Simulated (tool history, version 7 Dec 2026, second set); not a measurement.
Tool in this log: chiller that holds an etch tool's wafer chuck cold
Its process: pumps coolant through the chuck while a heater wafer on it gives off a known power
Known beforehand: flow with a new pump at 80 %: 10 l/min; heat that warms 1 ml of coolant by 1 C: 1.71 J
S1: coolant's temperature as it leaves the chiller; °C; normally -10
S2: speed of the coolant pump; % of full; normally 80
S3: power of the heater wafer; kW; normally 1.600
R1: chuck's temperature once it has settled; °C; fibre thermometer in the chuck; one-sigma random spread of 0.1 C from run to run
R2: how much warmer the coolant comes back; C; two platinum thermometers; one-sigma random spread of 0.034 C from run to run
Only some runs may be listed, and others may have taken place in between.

run	hour	S1	S2	S3	R1	R2
1	0.0	-10	80	1.600	12.5	5.65
2	19.9	-10	80	1.600	12.5	5.66
3	55.1	-10	80	1.659	13.3	5.84
4	83.9	-1	80	1.659	22.4	5.82
5	114.5	-10	80	1.600	12.8	5.59
6	140.5	-10	80	1.600	12.7	5.61
# hour 147.5: coolant pump overhauled
7	183.1	-2	80	1.600	20.8	5.63
8	217.6	-2	80	1.600	20.9	5.62
9	260.5	-2	80	1.600	20.8	5.63
10	291.6	-10	97	1.600	9.4	4.60
11	315.4	-10	97	1.600	9.4	4.58

Measured less the same run without the tool's hidden state. The same run-to-run variation is in both; the gauge's scatter may not be:
Hidden conditions of the tool in this case: heat passed by the chuck's channels, % of clean ones'; flow at a given pump speed, % of a new pump's; coolant's true temperature over the reading, C; drift of the gauge itself on chuck_c, C; drift of the gauge itself on warmer_back_c, C.
run	R1	R2
1	+2.5	+0.00
2	+2.6	+0.00
3	+2.7	+0.00
4	+2.8	+0.01
5	+2.7	+0.02
6	+2.8	+0.02
7	+2.9	+0.03
8	+3.0	+0.03
9	+3.1	+0.04
10	+2.7	+0.04
11	+2.7	+0.05

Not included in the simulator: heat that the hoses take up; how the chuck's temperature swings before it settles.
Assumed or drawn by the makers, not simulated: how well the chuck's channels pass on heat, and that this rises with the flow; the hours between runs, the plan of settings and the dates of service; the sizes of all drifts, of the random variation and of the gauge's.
